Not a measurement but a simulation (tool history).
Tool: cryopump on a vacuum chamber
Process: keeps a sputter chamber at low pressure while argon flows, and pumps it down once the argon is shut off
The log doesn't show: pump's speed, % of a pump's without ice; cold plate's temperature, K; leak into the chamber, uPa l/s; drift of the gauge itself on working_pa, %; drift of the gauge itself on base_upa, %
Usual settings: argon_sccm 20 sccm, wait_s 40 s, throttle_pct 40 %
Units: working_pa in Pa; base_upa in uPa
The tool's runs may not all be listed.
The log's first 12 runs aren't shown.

run,hour,argon_sccm,wait_s,throttle_pct,hours of work since the pump was warmed up and emptied,hours of work since the cold head was overhauled,hours of work since the chamber's fittings were tightened,working_pa,base_upa
13,238.5,20,134,40,251,251,2765,0.0731,2.06
14,255.8,20,40,40,261,261,2775,0.0751,2.56
15,279.1,20,40,34,274,274,2789,0.0862,2.55
16,309.4,20,40,34,292,292,2807,0.0881,2.61
17,336.6,20,40,34,308,308,2823,0.0877,2.63
18,352.6,19,111,40,317,317,2832,0.0725,2.15
19,369,22,76,40,327,327,2841,0.0831,2.27
20,392.4,11,43,16,340,340,2855,0.0994,2.62
21,407.2,20,99,15,349,349,2864,0.1945,2.31
22,422.8,20,44,44,358,358,2873,0.0699,2.57
23,444.3,20,32,44,371,371,2885,0.0705,2.91
24,461.5,13,208,47,381,381,2895,0.0425,2.17
25,487.3,8,92,52,396,396,2910,0.0245,2.4
26,510.6,12,236,40,409,409,2924,0.0465,2.26
27,529.2,12,236,40,420,420,2935,0.0475,2.3
28,556.1,12,236,40,436,436,2950,0.0468,2.3
29,580.6,20,283,40,450,450,2965,0.0786,2.31
30,609.3,17,40,20,467,467,2981,0.1265,2.94
31,623.6,17,40,20,475,475,2990,0.1263,2.9
32,650.3,38,40,24,491,491,3005,0.2393,3
33,672.5,26,102,51,504,504,3018,0.0844,2.57

Forecast each of these 5 alternatives for the next run:
A,690.5,36,171,29,514,514,3029,?,?
B,690.5,39,102,51,514,514,3029,?,?
C,690.5,20,40,26,514,514,3029,?,?
D,690.5,33,102,33,514,514,3029,?,?
E,690.5,26,102,20,514,514,3029,?,?

run,working_pa,base_upa
A,0.1924,2.53
B,0.1275,2.52
C,0.1169,2.96
D,0.1572,2.64
E,0.1958,2.63
Without the tool's hidden state the same runs would have given:
run,working_pa,base_upa
A,0.1745,0.42
B,0.108,0.5
C,0.1069,0.89
D,0.1407,0.48
E,0.1828,0.51
